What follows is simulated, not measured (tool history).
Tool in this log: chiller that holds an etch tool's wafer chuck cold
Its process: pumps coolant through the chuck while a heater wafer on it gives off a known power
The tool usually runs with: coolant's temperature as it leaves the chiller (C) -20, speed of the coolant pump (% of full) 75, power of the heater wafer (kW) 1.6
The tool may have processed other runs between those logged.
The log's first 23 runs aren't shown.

| run | hour | coolant's temperature as it leaves the chiller (C) | speed of the coolant pump (% of full) | power of the heater wafer (kW) | chuck's temperature once it has settled (C) | how much warmer the coolant comes back (C) |
|---|---|---|---|---|---|---|
| 24 | 2072.9 | -30 | 73 | 1.811 | -17.5 | 6.03 |
| 25 | 2185.3 | -30 | 73 | 1.811 | -17.5 | 6.06 |
| 26 | 2293.3 | -23 | 75 | 1.6 | -12.2 | 5.19 |
| 27 | 2371.9 | -23 | 74 | 1.6 | -12.1 | 5.32 |
| 28 | 2481.4 | -20 | 67 | 1.6 | -8 | 5.9 |
| 29 | 2587.2 | -12 | 76 | 1.017 | -5.3 | 3.24 |
| 30 | 2679.7 | -20 | 62 | 0.906 | -12.7 | 3.64 |
| 31 | 2768.5 | -18 | 74 | 1.279 | -9.5 | 4.24 |
| 32 | 2859.9 | -20 | 75 | 0.836 | -14.4 | 2.73 |

Consider 3 possible next runs. They are alternatives, not a sequence: every one starts from the tool as it was left by run 32. What does each give?
| A | 2920.5 | -20 | 60 | 0.929 | ? | ? |
| B | 2920.5 | -14 | 96 | 1.6 | ? | ? |
| C | 2920.5 | -20 | 79 | 0.836 | ? | ? |

| run | chuck's temperature once it has settled (C) | how much warmer the coolant comes back (C) |
|---|---|---|
| A | -12.3 | 3.81 |
| B | -5.6 | 3.95 |
| C | -14.6 | 2.57 |
What these runs would have given with no unlogged condition in the tool:
| run | chuck's temperature once it has settled (C) | how much warmer the coolant comes back (C) |
|---|---|---|
| A | -12.3 | 3.81 |
| B | -5.6 | 3.95 |
| C | -14.6 | 2.57 |
